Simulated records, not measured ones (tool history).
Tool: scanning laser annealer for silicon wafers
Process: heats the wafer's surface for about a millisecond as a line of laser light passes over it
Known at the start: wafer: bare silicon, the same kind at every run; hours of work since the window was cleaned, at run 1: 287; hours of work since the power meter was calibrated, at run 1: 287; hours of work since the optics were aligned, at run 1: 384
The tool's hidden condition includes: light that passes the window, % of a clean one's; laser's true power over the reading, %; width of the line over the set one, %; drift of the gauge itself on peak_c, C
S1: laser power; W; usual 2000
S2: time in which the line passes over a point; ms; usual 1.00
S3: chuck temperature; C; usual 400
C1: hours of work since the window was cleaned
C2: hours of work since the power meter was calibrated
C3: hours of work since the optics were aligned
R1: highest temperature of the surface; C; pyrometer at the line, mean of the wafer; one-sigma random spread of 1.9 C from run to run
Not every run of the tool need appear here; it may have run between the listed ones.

run 1 day=0.000 | S1=2000 S2=1.00 S3=400 | C1=287 C2=287 C3=384 | R1=1128
run 2 day=0.796 | S1=2000 S2=1.00 S3=400 | C1=299 C2=299 C3=396 | R1=1125
run 3 day=1.638 | S1=2000 S2=1.00 S3=400 | C1=311 C2=311 C3=408 | R1=1122
run 4 day=2.317 | S1=2000 S2=1.00 S3=400 | C1=321 C2=321 C3=418 | R1=1120
run 5 day=3.292 | S1=2000 S2=0.85 S3=400 | C1=335 C2=335 C3=432 | R1=1056
run 6 day=4.229 | S1=2000 S2=0.85 S3=400 | C1=349 C2=349 C3=446 | R1=1052
run 7 day=4.892 | S1=2000 S2=0.85 S3=400 | C1=358 C2=358 C3=456 | R1=1052
run 8 day=5.738 | S1=2000 S2=0.85 S3=400 | C1=371 C2=371 C3=468 | R1=1051
run 9 day=6.488 | S1=2000 S2=0.85 S3=400 | C1=382 C2=382 C3=479 | R1=1048
run 10 day=6.992 | S1=2000 S2=1.00 S3=392 | C1=389 C2=389 C3=486 | R1=1108
run 11 day=7.683 | S1=2000 S2=0.98 S3=400 | C1=399 C2=399 C3=497 | R1=1110
run 12 day=8.508 | S1=2000 S2=0.98 S3=400 | C1=411 C2=411 C3=509 | R1=1107
run 13 day=9.079 | S1=2000 S2=1.22 S3=400 | C1=420 C2=420 C3=517 | R1=1203
run 14 day=9.538 | S1=1729 S2=0.75 S3=377 | C1=426 C2=426 C3=524 | R1=878
run 15 day=10.367 | S1=1947 S2=0.96 S3=375 | C1=438 C2=438 C3=536 | R1=1044
-- day=10.929 window over the wafer cleaned
run 16 day=11.100 | S1=1963 S2=0.86 S3=400 | C1=3 C2=448 C3=545 | R1=1067
run 17 day=11.900 | S1=1963 S2=0.86 S3=400 | C1=14 C2=459 C3=557 | R1=1070
run 18 day=12.604 | S1=1963 S2=0.86 S3=400 | C1=24 C2=470 C3=567 | R1=1066
run 19 day=13.112 | S1=2139 S2=1.07 S3=396 | C1=32 C2=477 C3=574 | R1=1238
run 20 day=13.738 | S1=1748 S2=1.05 S3=400 | C1=41 C2=486 C3=584 | R1=1050
run 21 day=14.154 | S1=1748 S2=1.05 S3=400 | C1=47 C2=492 C3=590 | R1=1049
run 22 day=14.975 | S1=1862 S2=0.75 S3=415 | C1=59 C2=504 C3=602 | R1=989
run 23 day=15.696 | S1=2000 S2=0.76 S3=400 | C1=70 C2=515 C3=612 | R1=1028
run 24 day=16.492 | S1=1951 S2=1.00 S3=406 | C1=81 C2=526 C3=624 | R1=1125
run 25 day=17.429 | S1=1951 S2=1.00 S3=406 | C1=95 C2=540 C3=637 | R1=1121

Each row is a separate what-if for the run after 25, all from the same tool condition, not one after another. Results?
run A day=18.108 | S1=1933 S2=0.81 S3=426 | C1=105 C2=550 C3=647 | R1=?
run B day=18.108 | S1=1951 S2=1.00 S3=406 | C1=105 C2=550 C3=647 | R1=?
run C day=18.108 | S1=2033 S2=1.13 S3=406 | C1=105 C2=550 C3=647 | R1=?
run D day=18.108 | S1=2000 S2=1.23 S3=400 | C1=105 C2=550 C3=647 | R1=?

run=A R1=1048
run=B R1=1122
run=C R1=1213
run=D R1=1231
Had the tool no hidden state, the same runs would have come out as:
run=A R1=1067
run=B R1=1143
run=C R1=1236
run=D R1=1255
